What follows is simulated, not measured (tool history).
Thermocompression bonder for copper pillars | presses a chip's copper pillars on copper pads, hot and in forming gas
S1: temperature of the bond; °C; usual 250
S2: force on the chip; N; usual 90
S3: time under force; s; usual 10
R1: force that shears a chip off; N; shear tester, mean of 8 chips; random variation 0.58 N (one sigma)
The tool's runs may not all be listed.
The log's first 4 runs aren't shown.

run   hour   S1   S2  S3     R1
  5   82.6  250   90  10  113.9
  6   99.9  250   90  10  114.1
  7  111.4  250   90  10  114.8
  8  124.2  250   90  10  114.1
  9  143.5  250   90  10  112.8
 10  159.3  250   90  10  113.8
 11  178.4  250  115  10  123.6
 12  201.0  250  115  10  122.1
 13  213.6  250  115  10  121.1
 14  233.2  237   90  10   99.3
 15  252.7  250   90  10  113.8
 16  275.0  250   90  10  113.0
 17  290.1  250   90  10  113.1
 18  316.3  254   90  10  117.1
 19  333.6  254   90  10  117.0
 20  355.2  254   90  10  116.8
 21  381.0  254   90  10  116.1
     393.3  -- forming gas filter changed
 22  408.6  254   90  10  118.6
 23  428.7  254   90  10  119.1
 24  442.5  254  129   5  112.9
 25  458.7  249   88   6   99.1
 26  474.4  249   88   6   99.0
 27  496.5  250   90  10  114.8
 28  523.3  266   60  23  134.9
 29  547.7  267   60   6  101.1

Forecast run 30:
 30  561.4  267  60  18   ?

Run 30 gave R1 130.3 N.
Without the tool's hidden state the same run would have given R1 131.5 N.
